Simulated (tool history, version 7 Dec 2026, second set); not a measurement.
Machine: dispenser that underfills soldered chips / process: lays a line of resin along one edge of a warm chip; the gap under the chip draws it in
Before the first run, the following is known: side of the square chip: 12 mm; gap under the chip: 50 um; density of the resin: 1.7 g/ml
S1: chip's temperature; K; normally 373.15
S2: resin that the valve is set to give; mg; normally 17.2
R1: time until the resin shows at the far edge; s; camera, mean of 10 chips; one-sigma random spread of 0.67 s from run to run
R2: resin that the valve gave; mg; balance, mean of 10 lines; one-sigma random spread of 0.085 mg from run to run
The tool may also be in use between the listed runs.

{"run": 1, "day": 0.0, "S1": 373.15, "S2": 17.2, "R1": 64.3, "R2": 15.94}
{"run": 2, "day": 0.204, "S1": 373.15, "S2": 21.6, "R1": 70.9, "R2": 19.67}
{"run": 3, "day": 0.442, "S1": 373.15, "S2": 21.6, "R1": 62.9, "R2": 19.53}
{"run": 4, "day": 0.638, "S1": 373.15, "S2": 21.6, "R1": 69.4, "R2": 21.57}
{"run": 5, "day": 0.833, "S1": 373.15, "S2": 21.6, "R1": 78.8, "R2": 21.52}
{"run": 6, "day": 0.983, "S1": 373.15, "S2": 21.6, "R1": 66.0, "R2": 21.33}
{"run": 7, "day": 1.175, "S1": 373.15, "S2": 21.6, "R1": 76.0, "R2": 21.41}
{"run": 8, "day": 1.338, "S1": 373.15, "S2": 21.6, "R1": 60.9, "R2": 21.43}
{"run": 9, "day": 1.55, "S1": 373.15, "S2": 17.2, "R1": 72.4, "R2": 16.99}
{"run": 10, "day": 1.729, "S1": 359.15, "S2": 21.7, "R1": 120.6, "R2": 21.49}
{"run": 11, "day": 1.888, "S1": 370.15, "S2": 16.8, "R1": 82.2, "R2": 16.64}
{"run": 12, "day": 2.146, "S1": 363.15, "S2": 17.5, "R1": 101.6, "R2": 17.16}
{"run": 13, "day": 2.283, "S1": 374.15, "S2": 18.3, "R1": 66.5, "R2": 18.01}
{"run": 14, "day": 2.508, "S1": 373.15, "S2": 17.0, "R1": 82.8, "R2": 16.67}
{"run": 15, "day": 2.671, "S1": 383.15, "S2": 14.9, "R1": 44.9, "R2": 14.61}
{"run": 16, "day": 2.875, "S1": 378.15, "S2": 14.8, "R1": 65.0, "R2": 14.4}
{"run": 17, "day": 3.117, "S1": 385.15, "S2": 18.2, "R1": 40.3, "R2": 17.7}
{"run": 18, "day": 3.304, "S1": 371.15, "S2": 16.2, "R1": 88.4, "R2": 15.78}

Not shown here: 8 entries made in the log between runs. Locate each between two listed runs and compare the hidden state at the listed run before it with the hidden state at the listed run after it:
After run 2, before run 3: new syringe of resin (day 0.404)
  resin's viscosity, % of fresh resin's: 117.8 -> 102.8; dose that the valve gives, % of what is set: 91.48 -> 91.24; true chip temperature over the reading, C: -0.75 -> -0.77
  what was measured, less what the result would be without the hidden state, R1: +13.2 -> +4.3 s; R2: -1.83 -> -1.88 mg
After run 3, before run 4: dispensing valve cleaned and set on the balance (day 0.625)
  resin's viscosity, % of fresh resin's: 102.8 -> 115.4; dose that the valve gives, % of what is set: 91.24 -> 99.95; true chip temperature over the reading, C: -0.77 -> -0.79
  what was measured, less what the result would be without the hidden state, R1: +4.3 -> +11.4 s; R2: -1.88 -> -0.01 mg
After run 5, before run 6: new syringe of resin (day 0.867)
  resin's viscosity, % of fresh resin's: 133 -> 108.8; dose that the valve gives, % of what is set: 99.75 -> 99.59; true chip temperature over the reading, C: -0.81 -> -0.82
  what was measured, less what the result would be without the hidden state, R1: +21.7 -> +7.6 s; R2: -0.05 -> -0.09 mg
After run 7, before run 8: new syringe of resin (day 1.296)
  resin's viscosity, % of fresh resin's: 125.2 -> 101.4; dose that the valve gives, % of what is set: 99.36 -> 99.2; true chip temperature over the reading, C: -0.83 -> -0.84
  what was measured, less what the result would be without the hidden state, R1: +17.5 -> +3.2 s; R2: -0.14 -> -0.17 mg
After run 9, before run 10: new syringe of resin (day 1.708)
  resin's viscosity, % of fresh resin's: 118.2 -> 100.8; dose that the valve gives, % of what is set: 98.97 -> 98.8; true chip temperature over the reading, C: -0.86 -> -0.88
  what was measured, less what the result would be without the hidden state, R1: +13.7 -> +6.2 s; R2: -0.18 -> -0.26 mg
After run 11, before run 12: new syringe of resin (day 2.129)
  resin's viscosity, % of fresh resin's: 113.1 -> 101.6; dose that the valve gives, % of what is set: 98.63 -> 98.35; true chip temperature over the reading, C: -0.89 -> -0.92
  what was measured, less what the result would be without the hidden state, R1: +12.7 -> +6.4 s; R2: -0.24 -> -0.29 mg
After run 14, before run 15: new syringe of resin (day 2.558)
  resin's viscosity, % of fresh resin's: 132.3 -> 107.3; dose that the valve gives, % of what is set: 97.97 -> 97.79; true chip temperature over the reading, C: -0.95 -> -0.96
  what was measured, less what the result would be without the hidden state, R1: +23.3 -> +5.1 s; R2: -0.35 -> -0.32 mg
After run 16, before run 17: new syringe of resin (day 2.988)
  resin's viscosity, % of fresh resin's: 124.9 -> 110.3; dose that the valve gives, % of what is set: 97.56 -> 97.32; true chip temperature over the reading, C: -0.98 -> -1
  what was measured, less what the result would be without the hidden state, R1: +15.7 -> +5.5 s; R2: -0.36 -> -0.49 mg
